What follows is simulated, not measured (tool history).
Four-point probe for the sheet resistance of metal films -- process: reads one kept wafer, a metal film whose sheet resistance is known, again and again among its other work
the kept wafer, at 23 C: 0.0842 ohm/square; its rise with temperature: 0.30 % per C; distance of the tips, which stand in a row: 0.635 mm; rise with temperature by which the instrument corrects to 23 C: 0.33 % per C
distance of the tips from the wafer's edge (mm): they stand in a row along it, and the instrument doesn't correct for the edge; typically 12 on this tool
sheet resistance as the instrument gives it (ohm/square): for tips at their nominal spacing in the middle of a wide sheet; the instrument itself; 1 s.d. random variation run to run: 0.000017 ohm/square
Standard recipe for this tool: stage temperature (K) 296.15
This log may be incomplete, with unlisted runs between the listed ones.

run	hour	stage temperature (K)	distance of the tips from the wafer's edge (mm)	sheet resistance as the instrument gives it (ohm/square)
1	0.0	296.15	12	0.084757
2	7.8	295.15	12	0.084809
3	15.3	296.15	74	0.084646
4	22.2	296.15	74	0.084622
5	33.5	296.15	74	0.084619
6	48.7	292.15	12	0.084866
7	56.8	292.15	21	0.084778
8	69.7	292.15	21	0.084800
9	80.4	292.15	21	0.084788
10	88.4	296.15	12	0.084794
11	97.8	296.15	12	0.084815
12	108.2	296.15	12	0.084801
13	121.5	296.15	12	0.084810
14	130.0	296.15	12	0.084783
15	139.8	296.15	12	0.084778
16	153.6	296.15	12	0.084758
17	160.3	296.15	44	0.084680
18	170.1	296.15	12	0.084798
19	185.5	296.15	12	0.084808
20	196.6	296.15	12	0.084793
21	212.2	296.15	12	0.084831
22	218.7	296.15	12	0.084842
23	227.8	293.15	12	0.084887
24	234.3	293.15	12	0.084886
25	242.8	293.15	12	0.084845
26	258.4	299.15	42	0.084619
27	272.1	307.15	6	0.084958
28	279.7	307.15	22	0.084471
29	289.6	307.15	22	0.084474
30	297.2	294.15	11	0.084872
31	309.3	299.15	5	0.085368
32	317.3	299.15	8	0.084911
33	325.1	299.15	8	0.084955
34	335.0	293.15	6	0.085273
35	349.7	294.15	50	0.084748
36	360.9	297.15	3	0.086727
37	370.0	303.15	6	0.085079
38	378.7	303.15	6	0.085082
39	387.3	295.15	66	0.084742
40	400.3	296.15	22	0.084734
41	408.6	292.15	28	0.084850
42	417.9	300.15	55	0.084659
43	424.7	300.15	55	0.084624
44	436.9	300.15	55	0.084609
45	450.9	300.15	55	0.084671

For some of the steps in sheet resistance as the instrument gives it (ohm/square) from one run to the next: how much would appear even if the tool had no hidden state, given the settings, what came in and random variation, and how much remains for the hidden state plus any gauge scatter that the measured result and the result without hidden state don't share?
Unlogged tool condition in this case: inner tips' distance over the nominal, %; tips' flats over new ones', %; wafer's true temperature over the reading, C; drift of the gauge itself on sheet_ohm, %.
Run 26 -> 27: stage temperature (K) 299.15 -> 307.15, distance of the tips from the wafer's edge (mm) 42 -> 6. sheet resistance as the instrument gives it (ohm/square) +0.000339: hidden state +0.000007, all else +0.000332.
Run 34 -> 35: stage temperature (K) 293.15 -> 294.15, distance of the tips from the wafer's edge (mm) 6 -> 50. sheet resistance as the instrument gives it (ohm/square) -0.000525: hidden state +0.000000, all else -0.000525.
Run 35 -> 36: stage temperature (K) 294.15 -> 297.15, distance of the tips from the wafer's edge (mm) 50 -> 3. sheet resistance as the instrument gives it (ohm/square) +0.001979: hidden state +0.000014, all else +0.001965.
Run 36 -> 37: stage temperature (K) 297.15 -> 303.15, distance of the tips from the wafer's edge (mm) 3 -> 6. sheet resistance as the instrument gives it (ohm/square) -0.001648: hidden state -0.000007, all else -0.001641.

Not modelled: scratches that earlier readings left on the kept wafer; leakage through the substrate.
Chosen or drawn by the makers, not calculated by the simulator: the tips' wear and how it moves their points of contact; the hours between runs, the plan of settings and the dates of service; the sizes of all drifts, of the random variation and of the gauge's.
